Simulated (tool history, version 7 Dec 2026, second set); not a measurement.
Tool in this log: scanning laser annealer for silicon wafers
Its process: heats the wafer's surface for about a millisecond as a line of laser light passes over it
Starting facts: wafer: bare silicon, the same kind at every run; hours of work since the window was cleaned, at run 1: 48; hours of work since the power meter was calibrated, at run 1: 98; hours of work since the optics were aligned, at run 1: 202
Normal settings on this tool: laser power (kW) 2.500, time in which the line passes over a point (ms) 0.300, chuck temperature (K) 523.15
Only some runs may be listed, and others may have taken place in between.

run	hour	laser power (kW)	time in which the line passes over a point (ms)	chuck temperature (K)	hours of work since the window was cleaned	hours of work since the power meter was calibrated	hours of work since the optics were aligned	highest temperature of the surface (K)
1	0.0	2.500	0.300	523.15	48	98	202	1334.15
2	48.0	2.500	0.300	523.15	73	123	227	1334.15
3	78.8	2.500	0.300	523.15	89	139	243	1336.15
4	124.0	2.369	0.300	523.15	113	163	267	1286.15
5	171.6	2.369	0.300	523.15	138	188	292	1289.15
6	227.5	2.369	0.300	550.15	167	217	321	1314.15
7	280.5	2.500	0.300	523.15	195	245	349	1333.15
8	340.6	2.500	0.300	523.15	226	276	380	1327.15
9	381.2	2.739	0.300	523.15	248	298	401	1412.15
10	424.4	2.739	0.300	523.15	270	320	424	1411.15
11	457.6	2.739	0.300	523.15	288	338	441	1409.15
12	531.5	2.739	0.300	523.15	326	376	480	1409.15
13	576.4	2.739	0.300	523.15	350	400	504	1406.15
# hour 581.7: window over the wafer cleaned
14	618.6	2.739	0.300	523.15	19	421	525	1400.15
15	672.6	2.739	0.300	523.15	48	449	553	1402.15
16	717.4	2.739	0.300	523.15	71	473	577	1397.15
17	781.4	2.500	0.300	535.15	105	506	610	1329.15
18	840.2	2.500	0.300	535.15	135	537	641	1330.15
19	901.6	2.500	0.300	535.15	168	569	673	1331.15
# hour 949.3: window over the wafer cleaned, once more
20	972.8	2.500	0.300	535.15	12	606	709	1347.15
21	1027.3	2.732	0.300	535.15	41	634	738	1427.15
22	1095.0	2.500	0.348	523.15	76	670	773	1387.15
23	1132.1	2.649	0.283	526.15	96	689	793	1367.15
24	1174.7	2.649	0.283	544.15	118	711	815	1384.15
25	1240.7	2.649	0.283	544.15	153	746	850	1382.15
26	1295.8	2.649	0.283	544.15	182	775	879	1378.15
27	1336.1	2.541	0.224	557.15	203	796	900	1279.15
28	1381.2	2.540	0.232	520.15	226	820	924	1248.15
29	1436.8	2.540	0.232	520.15	256	849	953	1253.15
30	1491.7	2.540	0.232	520.15	284	878	981	1252.15
31	1548.7	2.282	0.232	554.15	314	907	1011	1207.15
32	1600.2	2.282	0.232	554.15	341	934	1038	1205.15
33	1673.5	2.500	0.218	523.15	380	973	1077	1219.15
34	1713.8	2.600	0.362	523.15	401	994	1098	1429.15
35	1761.3	2.600	0.286	556.15	426	1019	1123	1370.15
36	1818.8	2.600	0.286	556.15	456	1049	1153	1372.15
37	1850.4	2.664	0.221	556.15	472	1066	1170	1306.15
38	1919.3	2.429	0.374	544.15	508	1102	1206	1398.15
39	1989.9	2.413	0.241	555.15	545	1139	1243	1251.15
40	2041.3	2.413	0.241	555.15	572	1166	1270	1253.15
41	2082.9	2.557	0.300	517.15	594	1187	1291	1331.15

4 ways to go on from here, each from the tool as it stands after run 41. What would each give?
# hour 2132.9: window over the wafer cleaned
A	2132.9	2.169	0.223	556.15	0	1213	1317	?
# hour 2132.9: window over the wafer cleaned
B	2132.9	2.581	0.300	517.15	0	1213	1317	?
# hour 2132.9: window over the wafer cleaned
C	2132.9	2.482	0.244	511.15	0	1213	1317	?
# hour 2132.9: window over the wafer cleaned
D	2132.9	2.557	0.264	542.15	0	1213	1317	?

run	highest temperature of the surface (K)
A	1168.15
B	1353.15
C	1244.15
D	1321.15
Without the tool's unlogged condition, the same runs would have read:
run	highest temperature of the surface (K)
A	1172.15
B	1360.15
C	1250.15
D	1327.15
